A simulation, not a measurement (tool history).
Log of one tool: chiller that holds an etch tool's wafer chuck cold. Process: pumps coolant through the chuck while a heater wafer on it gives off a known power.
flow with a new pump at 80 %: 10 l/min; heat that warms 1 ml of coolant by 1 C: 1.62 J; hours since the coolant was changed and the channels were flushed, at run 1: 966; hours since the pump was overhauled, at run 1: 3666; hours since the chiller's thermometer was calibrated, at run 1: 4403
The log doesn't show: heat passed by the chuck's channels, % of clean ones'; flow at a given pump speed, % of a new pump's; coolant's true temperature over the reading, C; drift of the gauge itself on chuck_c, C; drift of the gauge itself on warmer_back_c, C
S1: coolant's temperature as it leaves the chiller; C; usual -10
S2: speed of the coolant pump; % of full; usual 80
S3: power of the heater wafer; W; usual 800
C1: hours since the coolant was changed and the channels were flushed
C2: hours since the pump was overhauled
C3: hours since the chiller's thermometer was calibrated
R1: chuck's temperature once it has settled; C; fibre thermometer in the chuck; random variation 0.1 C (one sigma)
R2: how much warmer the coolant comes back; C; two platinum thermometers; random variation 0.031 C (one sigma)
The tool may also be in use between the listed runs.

run     day   S1  S2    S3    C1    C2    C3    R1    R2
  1       0  -10  80   800   966  3666  4403   0.1  3.12
  2   3.212  -10  74   800  1043  3743  4480   0.6   3.4
  3   6.738  -10  74   800  1127  3828  4565   0.8  3.39
  4   8.496  -10  80   800  1170  3870  4607   0.1  3.05
  5  10.067  -10  80   800  1207  3908  4645   0.1  3.15
  6  12.896  -16  80   800  1275  3976  4713  -5.9  3.09
  7  15.983  -16  80   800  1349  4050  4787  -5.6  3.12
  8  18.838  -10  80   800  1418  4119  4855   0.5  3.06
  9  21.246  -10  80   800  1476  4176  4913   0.4  3.12
 10  23.875   -8  64  1174  1539  4239  4976   9.7  5.81
 11  26.925  -19  64  1174  1612  4313  5049  -1.1  5.85
 12  28.471  -10  83   548  1649  4350  5086  -3.3  2.09
 13    31.4  -12  82   791  1719  4420  5157    -2  3.05
     33.712  -- chiller's thermometer calibrated
 14  35.142  -13  69   412  1808  4509    34  -6.6   1.9
 15  37.858  -13  69   412  1873  4574    99  -6.9  1.88
 16  39.638  -10  92   539  1916  4617   142  -2.9  1.85
 17  43.079  -10  92   539  1999  4699   225    -3  1.87

The same runs without the tool's hidden state, with the same run-to-run variation:
run    R1    R2
  1   0.4  2.98
  2   0.8  3.24
  3     1  3.24
  4   0.2   2.9
  5   0.3  3.01
  6  -5.7  2.94
  7  -5.5  2.96
  8   0.7   2.9
  9   0.6  2.96
 10   9.4  5.51
 11  -1.4  5.54
 12    -3  1.98
 13  -1.9  2.89
 14    -7  1.79
 15  -7.3  1.78
 16  -3.4  1.74
 17  -3.5  1.76

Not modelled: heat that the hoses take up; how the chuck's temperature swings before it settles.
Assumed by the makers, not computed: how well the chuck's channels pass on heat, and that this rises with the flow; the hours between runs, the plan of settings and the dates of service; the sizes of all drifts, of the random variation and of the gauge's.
